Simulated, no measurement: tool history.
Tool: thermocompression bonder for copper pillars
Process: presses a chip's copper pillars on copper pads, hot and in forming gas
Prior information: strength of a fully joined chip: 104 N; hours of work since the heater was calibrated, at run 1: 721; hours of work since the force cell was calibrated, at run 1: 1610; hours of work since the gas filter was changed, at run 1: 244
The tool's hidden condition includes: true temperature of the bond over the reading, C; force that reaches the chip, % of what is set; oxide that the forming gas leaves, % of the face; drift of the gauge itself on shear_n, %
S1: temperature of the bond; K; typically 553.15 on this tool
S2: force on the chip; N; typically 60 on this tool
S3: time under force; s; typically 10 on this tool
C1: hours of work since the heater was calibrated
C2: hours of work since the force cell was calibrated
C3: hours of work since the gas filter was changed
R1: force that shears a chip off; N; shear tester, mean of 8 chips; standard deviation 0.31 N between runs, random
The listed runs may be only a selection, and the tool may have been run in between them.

run 1 hour=0 | S1=553.15 S2=60 S3=10 | C1=721 C2=1610 C3=244 | R1=41.6
run 2 hour=50.1 | S1=553.15 S2=60 S3=10 | C1=747 C2=1636 C3=270 | R1=40.9
run 3 hour=120.6 | S1=553.15 S2=60 S3=15 | C1=784 C2=1673 C3=307 | R1=47.8
-- hour=128.4 forming gas filter changed
run 4 hour=192.2 | S1=553.15 S2=60 S3=15 | C1=821 C2=1710 C3=33 | R1=48.1
run 5 hour=271 | S1=531.15 S2=60 S3=15 | C1=862 C2=1751 C3=74 | R1=37.1
run 6 hour=338.7 | S1=531.15 S2=60 S3=15 | C1=897 C2=1786 C3=109 | R1=37.2
run 7 hour=412.1 | S1=531.15 S2=60 S3=15 | C1=936 C2=1824 C3=148 | R1=36.3
run 8 hour=485.9 | S1=553.15 S2=83 S3=10 | C1=974 C2=1863 C3=186 | R1=47.1
run 9 hour=534.2 | S1=553.15 S2=83 S3=10 | C1=999 C2=1888 C3=211 | R1=46.6
run 10 hour=599.5 | S1=553.15 S2=83 S3=10 | C1=1033 C2=1922 C3=245 | R1=46.7
run 11 hour=637.5 | S1=583.15 S2=60 S3=10 | C1=1053 C2=1942 C3=265 | R1=53.8
-- hour=685 force cell calibrated
run 12 hour=716.9 | S1=583.15 S2=60 S3=10 | C1=1093 C2=17 C3=306 | R1=55.3
-- hour=722.3 forming gas filter changed
run 13 hour=786.1 | S1=583.15 S2=60 S3=10 | C1=1129 C2=52 C3=33 | R1=56
run 14 hour=856.9 | S1=583.15 S2=60 S3=10 | C1=1166 C2=89 C3=70 | R1=55.6
run 15 hour=905.2 | S1=531.15 S2=60 S3=13 | C1=1191 C2=114 C3=95 | R1=34.6
run 16 hour=940.9 | S1=566.15 S2=76 S3=10 | C1=1210 C2=133 C3=114 | R1=52
run 17 hour=1009.2 | S1=550.15 S2=66 S3=20 | C1=1245 C2=168 C3=149 | R1=51.7
run 18 hour=1072.1 | S1=577.15 S2=66 S3=25 | C1=1278 C2=201 C3=182 | R1=71
run 19 hour=1139.4 | S1=577.15 S2=63 S3=25 | C1=1313 C2=236 C3=217 | R1=69.5
run 20 hour=1176.9 | S1=577.15 S2=63 S3=25 | C1=1333 C2=256 C3=237 | R1=69.8
run 21 hour=1242.7 | S1=577.15 S2=63 S3=25 | C1=1367 C2=290 C3=271 | R1=69.2

A few steps of R1 between consecutive runs. Split each: what settings, incoming material and random variation would produce without the hidden state, and what is left over for the hidden state, along with gauge scatter present in only one of the two compared results (measured, and without hidden state):
Run 7 -> 8: S1 531.15 -> 553.15, S2 60 -> 83, S3 15 -> 10. R1 +10.8 N: hidden state -1, all else +11.8.
Run 11 -> 12: force cell calibrated. R1 +1.5 N: hidden state +0.9, all else +0.6.
Run 14 -> 15: S1 583.15 -> 531.15, S3 10 -> 13. R1 -21 N: hidden state +0.3, all else -21.3.
Run 17 -> 18: S1 550.15 -> 577.15, S3 20 -> 25. R1 +19.3 N: hidden state +0, all else +19.3.
